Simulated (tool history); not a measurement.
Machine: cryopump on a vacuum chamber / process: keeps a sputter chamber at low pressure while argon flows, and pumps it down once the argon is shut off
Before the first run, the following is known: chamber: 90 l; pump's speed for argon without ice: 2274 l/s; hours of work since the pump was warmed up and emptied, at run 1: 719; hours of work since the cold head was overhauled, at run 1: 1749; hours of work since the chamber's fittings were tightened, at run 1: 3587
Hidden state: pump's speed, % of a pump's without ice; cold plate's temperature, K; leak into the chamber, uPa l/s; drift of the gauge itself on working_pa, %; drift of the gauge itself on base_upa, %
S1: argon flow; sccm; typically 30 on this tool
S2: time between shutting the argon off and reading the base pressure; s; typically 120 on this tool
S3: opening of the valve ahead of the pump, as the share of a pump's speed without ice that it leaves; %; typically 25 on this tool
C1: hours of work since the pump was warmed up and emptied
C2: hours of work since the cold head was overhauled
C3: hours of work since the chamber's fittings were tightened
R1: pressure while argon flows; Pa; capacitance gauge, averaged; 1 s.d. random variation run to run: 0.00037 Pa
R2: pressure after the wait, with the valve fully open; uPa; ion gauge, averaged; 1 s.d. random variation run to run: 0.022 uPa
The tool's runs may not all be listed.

Run 1, hour 0.0: usual settings; C1 719; C2 1749; C3 3587. Result: R1 0.0931 Pa, R2 2.21 uPa.
Run 2, hour 76.5: usual settings; C1 762; C2 1793; C3 3631. Result: R1 0.0930 Pa, R2 2.31 uPa.
Run 3, hour 136.0: usual settings; C1 796; C2 1826; C3 3664. Result: R1 0.0930 Pa, R2 2.25 uPa.
Run 4, hour 178.5: usual settings; C1 820; C2 1851; C3 3689. Result: R1 0.0932 Pa, R2 2.23 uPa.
Run 5, hour 241.5: usual settings; C1 856; C2 1886; C3 3724. Result: R1 0.0929 Pa, R2 2.32 uPa.
Run 6, hour 297.2: usual settings; C1 887; C2 1918; C3 3756. Result: R1 0.0940 Pa, R2 2.29 uPa.
Run 7, hour 351.9: usual settings; C1 918; C2 1949; C3 3787. Result: R1 0.0938 Pa, R2 2.31 uPa.
Run 8, hour 388.1: usual settings but S2 20 s; C1 939; C2 1970; C3 3808. Result: R1 0.0940 Pa, R2 4.66 uPa.
At hour 426.1: leaking fittings of the chamber tightened, without venting.
Run 9, hour 440.3: usual settings; C1 967; C2 1998; C3 8. Result: R1 0.0930 Pa, R2 0.62 uPa.
Run 10, hour 516.3: usual settings; C1 1011; C2 2041; C3 51. Result: R1 0.0936 Pa, R2 0.65 uPa.
At hour 528.7: pump warmed up, emptied and cooled again.
Run 11, hour 600.3: usual settings; C1 41; C2 2086; C3 96. Result: R1 0.0899 Pa, R2 0.66 uPa.
Run 12, hour 643.9: usual settings; C1 65; C2 2111; C3 121. Result: R1 0.0894 Pa, R2 0.67 uPa.
Run 13, hour 727.0: usual settings; C1 113; C2 2158; C3 168. Result: R1 0.0909 Pa, R2 0.67 uPa.
Run 14, hour 786.4: usual settings but S1 17 sccm, S3 21 %; C1 146; C2 2192; C3 202. Result: R1 0.0609 Pa, R2 0.67 uPa.
Run 15, hour 860.1: usual settings but S1 17 sccm, S3 21 %; C1 188; C2 2234; C3 244. Result: R1 0.0613 Pa, R2 0.70 uPa.
Run 16, hour 918.4: usual settings but S1 18 sccm, S2 23 s, S3 22 %; C1 221; C2 2267; C3 277. Result: R1 0.0614 Pa, R2 2.75 uPa.
Run 17, hour 987.1: usual settings but S1 18 sccm, S2 23 s, S3 22 %; C1 260; C2 2306; C3 316. Result: R1 0.0616 Pa, R2 2.66 uPa.
Run 18, hour 1035.9: usual settings but S1 18 sccm, S2 23 s, S3 22 %; C1 288; C2 2333; C3 343. Result: R1 0.0616 Pa, R2 2.71 uPa.
Run 19, hour 1115.7: usual settings but S1 18 sccm, S2 23 s, S3 22 %; C1 333; C2 2379; C3 389. Result: R1 0.0616 Pa, R2 2.78 uPa.
Run 20, hour 1160.4: usual settings but S1 18 sccm, S2 23 s, S3 22 %; C1 359; C2 2404; C3 414. Result: R1 0.0620 Pa, R2 2.81 uPa.
Run 21, hour 1197.6: usual settings but S1 28 sccm, S2 23 s, S3 34 %; C1 380; C2 2425; C3 435. Result: R1 0.0628 Pa, R2 2.77 uPa.
Run 22, hour 1256.6: usual settings but S1 28 sccm, S2 76 s, S3 34 %; C1 413; C2 2459; C3 469. Result: R1 0.0634 Pa, R2 1.10 uPa.
Run 23, hour 1329.9: usual settings but S1 28 sccm, S2 76 s, S3 16 %; C1 455; C2 2500; C3 510. Result: R1 0.1325 Pa, R2 1.10 uPa.
Run 24, hour 1380.5: usual settings but S1 31 sccm, S2 40 s, S3 30 %; C1 484; C2 2529; C3 539. Result: R1 0.0789 Pa, R2 1.80 uPa.

A few steps of R1 between consecutive runs. Split each: what settings, incoming material and random variation would produce without the hidden state, and what is left over for the hidden state, along with gauge scatter present in only one of the two compared results (measured, and without hidden state):
Run 10 -> 11: pump warmed up, emptied and cooled again. R1 -0.0037 Pa: hidden state -0.0041, all else +0.0004.
Run 20 -> 21: S1 18 -> 28, S3 22 -> 34. R1 +0.0008 Pa: hidden state +0.0007, all else +0.0001.
Run 22 -> 23: S3 34 -> 16. R1 +0.0691 Pa: hidden state +0.0001, all else +0.0690.
Run 23 -> 24: S1 28 -> 31, S2 76 -> 40, S3 16 -> 30. R1 -0.0536 Pa: hidden state +0.0003, all else -0.0539.

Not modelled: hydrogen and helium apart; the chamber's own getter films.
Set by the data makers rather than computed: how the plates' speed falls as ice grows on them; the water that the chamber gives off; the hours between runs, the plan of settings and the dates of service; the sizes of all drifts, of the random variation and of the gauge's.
